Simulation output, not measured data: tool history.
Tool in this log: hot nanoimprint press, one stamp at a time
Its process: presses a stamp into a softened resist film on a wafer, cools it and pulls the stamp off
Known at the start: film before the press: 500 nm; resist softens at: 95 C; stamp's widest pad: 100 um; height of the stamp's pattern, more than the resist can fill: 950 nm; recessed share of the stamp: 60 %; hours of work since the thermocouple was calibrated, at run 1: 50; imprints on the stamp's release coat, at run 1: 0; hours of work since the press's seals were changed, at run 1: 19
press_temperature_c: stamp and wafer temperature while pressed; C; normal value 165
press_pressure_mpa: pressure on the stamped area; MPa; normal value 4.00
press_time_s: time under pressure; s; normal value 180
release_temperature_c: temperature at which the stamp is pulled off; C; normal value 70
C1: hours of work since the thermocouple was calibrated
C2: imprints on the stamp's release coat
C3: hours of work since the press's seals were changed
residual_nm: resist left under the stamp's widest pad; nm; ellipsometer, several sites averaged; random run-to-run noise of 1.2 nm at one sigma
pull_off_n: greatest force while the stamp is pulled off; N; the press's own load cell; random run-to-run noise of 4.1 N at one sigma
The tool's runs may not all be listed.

{"run": 1, "hour": 0.0, "press_temperature_c": 165, "press_pressure_mpa": 4.0, "press_time_s": 180, "release_temperature_c": 70, "C1": 50, "C2": 0, "C3": 19, "residual_nm": 202.4, "pull_off_n": 199}
{"run": 2, "hour": 12.8, "press_temperature_c": 165, "press_pressure_mpa": 4.0, "press_time_s": 180, "release_temperature_c": 70, "C1": 56, "C2": 44, "C3": 25, "residual_nm": 201.6, "pull_off_n": 204}
{"run": 3, "hour": 22.6, "press_temperature_c": 165, "press_pressure_mpa": 4.0, "press_time_s": 180, "release_temperature_c": 70, "C1": 61, "C2": 77, "C3": 29, "residual_nm": 201.2, "pull_off_n": 203}
{"run": 4, "hour": 32.2, "press_temperature_c": 165, "press_pressure_mpa": 4.0, "press_time_s": 180, "release_temperature_c": 70, "C1": 65, "C2": 110, "C3": 34, "residual_nm": 201.8, "pull_off_n": 209}
{"run": 5, "hour": 39.0, "press_temperature_c": 165, "press_pressure_mpa": 4.0, "press_time_s": 317, "release_temperature_c": 70, "C1": 68, "C2": 133, "C3": 37, "residual_nm": 160.7, "pull_off_n": 202}
{"run": 6, "hour": 46.3, "press_temperature_c": 165, "press_pressure_mpa": 4.0, "press_time_s": 317, "release_temperature_c": 70, "C1": 71, "C2": 159, "C3": 40, "residual_nm": 159.5, "pull_off_n": 198}
{"run": 7, "hour": 57.4, "press_temperature_c": 165, "press_pressure_mpa": 5.18, "press_time_s": 180, "release_temperature_c": 70, "C1": 76, "C2": 196, "C3": 45, "residual_nm": 180.1, "pull_off_n": 209}
{"run": 8, "hour": 67.2, "press_temperature_c": 165, "press_pressure_mpa": 5.18, "press_time_s": 180, "release_temperature_c": 70, "C1": 81, "C2": 230, "C3": 49, "residual_nm": 179.6, "pull_off_n": 203}
{"run": 9, "hour": 73.8, "press_temperature_c": 165, "press_pressure_mpa": 4.0, "press_time_s": 349, "release_temperature_c": 70, "C1": 84, "C2": 252, "C3": 52, "residual_nm": 154.6, "pull_off_n": 215}
{"run": 10, "hour": 81.7, "press_temperature_c": 165, "press_pressure_mpa": 4.0, "press_time_s": 180, "release_temperature_c": 70, "C1": 87, "C2": 280, "C3": 56, "residual_nm": 203.5, "pull_off_n": 215}
{"run": 11, "hour": 87.4, "press_temperature_c": 165, "press_pressure_mpa": 4.92, "press_time_s": 180, "release_temperature_c": 70, "C1": 90, "C2": 299, "C3": 59, "residual_nm": 183.6, "pull_off_n": 218}
{"run": 12, "hour": 95.3, "press_temperature_c": 165, "press_pressure_mpa": 4.0, "press_time_s": 180, "release_temperature_c": 70, "C1": 93, "C2": 326, "C3": 62, "residual_nm": 202.0, "pull_off_n": 219}
{"run": 13, "hour": 107.6, "press_temperature_c": 165, "press_pressure_mpa": 5.3, "press_time_s": 180, "release_temperature_c": 70, "C1": 99, "C2": 368, "C3": 68, "residual_nm": 175.7, "pull_off_n": 231}
{"run": 14, "hour": 118.4, "press_temperature_c": 165, "press_pressure_mpa": 5.3, "press_time_s": 180, "release_temperature_c": 70, "C1": 104, "C2": 405, "C3": 73, "residual_nm": 178.4, "pull_off_n": 220}
{"run": 15, "hour": 130.9, "press_temperature_c": 165, "press_pressure_mpa": 4.0, "press_time_s": 180, "release_temperature_c": 70, "C1": 110, "C2": 448, "C3": 78, "residual_nm": 202.8, "pull_off_n": 226}
{"run": 16, "hour": 140.6, "press_temperature_c": 169, "press_pressure_mpa": 2.89, "press_time_s": 100, "release_temperature_c": 70, "C1": 114, "C2": 481, "C3": 83, "residual_nm": 247.1, "pull_off_n": 232}
{"run": 17, "hour": 148.1, "press_temperature_c": 173, "press_pressure_mpa": 4.0, "press_time_s": 228, "release_temperature_c": 70, "C1": 117, "C2": 507, "C3": 86, "residual_nm": 130.1, "pull_off_n": 226}
{"run": 18, "hour": 157.4, "press_temperature_c": 154, "press_pressure_mpa": 4.0, "press_time_s": 228, "release_temperature_c": 70, "C1": 122, "C2": 538, "C3": 90, "residual_nm": 294.0, "pull_off_n": 225}
{"run": 19, "hour": 170.3, "press_temperature_c": 154, "press_pressure_mpa": 4.0, "press_time_s": 150, "release_temperature_c": 70, "C1": 127, "C2": 582, "C3": 96, "residual_nm": 331.4, "pull_off_n": 228}
{"run": 20, "hour": 182.3, "press_temperature_c": 159, "press_pressure_mpa": 4.0, "press_time_s": 312, "release_temperature_c": 70, "C1": 133, "C2": 624, "C3": 102, "residual_nm": 211.8, "pull_off_n": 236}
{"run": 21, "hour": 194.8, "press_temperature_c": 162, "press_pressure_mpa": 3.57, "press_time_s": 284, "release_temperature_c": 64, "C1": 138, "C2": 666, "C3": 107, "residual_nm": 201.1, "pull_off_n": 274}
{"run": 22, "hour": 201.4, "press_temperature_c": 176, "press_pressure_mpa": 4.0, "press_time_s": 161, "release_temperature_c": 70, "C1": 141, "C2": 689, "C3": 110, "residual_nm": 132.6, "pull_off_n": 238}
{"run": 23, "hour": 208.0, "press_temperature_c": 158, "press_pressure_mpa": 3.08, "press_time_s": 158, "release_temperature_c": 57, "C1": 145, "C2": 711, "C3": 113, "residual_nm": 309.8, "pull_off_n": 297}
{"run": 24, "hour": 219.7, "press_temperature_c": 158, "press_pressure_mpa": 3.08, "press_time_s": 298, "release_temperature_c": 57, "C1": 150, "C2": 751, "C3": 118, "residual_nm": 251.3, "pull_off_n": 314}
{"run": 25, "hour": 227.2, "press_temperature_c": 155, "press_pressure_mpa": 2.66, "press_time_s": 337, "release_temperature_c": 58, "C1": 153, "C2": 777, "C3": 122, "residual_nm": 285.4, "pull_off_n": 308}
{"run": 26, "hour": 235.8, "press_temperature_c": 156, "press_pressure_mpa": 4.89, "press_time_s": 180, "release_temperature_c": 70, "C1": 157, "C2": 806, "C3": 126, "residual_nm": 273.6, "pull_off_n": 241}
{"run": 27, "hour": 247.8, "press_temperature_c": 165, "press_pressure_mpa": 4.0, "press_time_s": 180, "release_temperature_c": 70, "C1": 163, "C2": 847, "C3": 131, "residual_nm": 201.5, "pull_off_n": 239}
{"run": 28, "hour": 253.6, "press_temperature_c": 173, "press_pressure_mpa": 4.58, "press_time_s": 104, "release_temperature_c": 65, "C1": 165, "C2": 867, "C3": 134, "residual_nm": 171.1, "pull_off_n": 289}
{"run": 29, "hour": 266.1, "press_temperature_c": 162, "press_pressure_mpa": 2.94, "press_time_s": 192, "release_temperature_c": 75, "C1": 171, "C2": 910, "C3": 139, "residual_nm": 253.0, "pull_off_n": 220}
{"run": 30, "hour": 275.3, "press_temperature_c": 158, "press_pressure_mpa": 4.0, "press_time_s": 118, "release_temperature_c": 70, "C1": 175, "C2": 941, "C3": 144, "residual_nm": 310.3, "pull_off_n": 254}

Measured minus without-hidden-state, run by run (identical run-to-run variation in each term; gauge scatter may differ):
The tool's hidden condition here consists of: true temperature over the reading, C; pressure that arrives at the usual setting, %; grip of the stamp's worn release coat, % over a new coat's; drift of the gauge itself on residual_nm, %; drift of the gauge itself on pull_off_n, %.
run=1 residual_nm=-2.4 pull_off_n=-1
run=2 residual_nm=-2.5 pull_off_n=+1
run=3 residual_nm=-2.4 pull_off_n=+3
run=4 residual_nm=-2.6 pull_off_n=+5
run=5 residual_nm=-2.2 pull_off_n=+6
run=6 residual_nm=-2.2 pull_off_n=+8
run=7 residual_nm=-2.4 pull_off_n=+11
run=8 residual_nm=-2.5 pull_off_n=+12
run=9 residual_nm=-2.3 pull_off_n=+14
run=10 residual_nm=-2.8 pull_off_n=+16
run=11 residual_nm=-2.6 pull_off_n=+16
run=12 residual_nm=-2.9 pull_off_n=+19
run=13 residual_nm=-2.5 pull_off_n=+22
run=14 residual_nm=-2.6 pull_off_n=+23
run=15 residual_nm=-3.0 pull_off_n=+26
run=16 residual_nm=-3.4 pull_off_n=+29
run=17 residual_nm=-2.0 pull_off_n=+29
run=18 residual_nm=-4.4 pull_off_n=+31
run=19 residual_nm=-4.3 pull_off_n=+33
run=20 residual_nm=-3.8 pull_off_n=+37
run=21 residual_nm=-3.6 pull_off_n=+46
run=22 residual_nm=-2.0 pull_off_n=+40
run=23 residual_nm=-4.6 pull_off_n=+53
run=24 residual_nm=-4.7 pull_off_n=+59
run=25 residual_nm=-5.1 pull_off_n=+59
run=26 residual_nm=-4.6 pull_off_n=+47
run=27 residual_nm=-3.7 pull_off_n=+48
run=28 residual_nm=-2.8 pull_off_n=+61
run=29 residual_nm=-4.7 pull_off_n=+47
run=30 residual_nm=-4.9 pull_off_n=+57

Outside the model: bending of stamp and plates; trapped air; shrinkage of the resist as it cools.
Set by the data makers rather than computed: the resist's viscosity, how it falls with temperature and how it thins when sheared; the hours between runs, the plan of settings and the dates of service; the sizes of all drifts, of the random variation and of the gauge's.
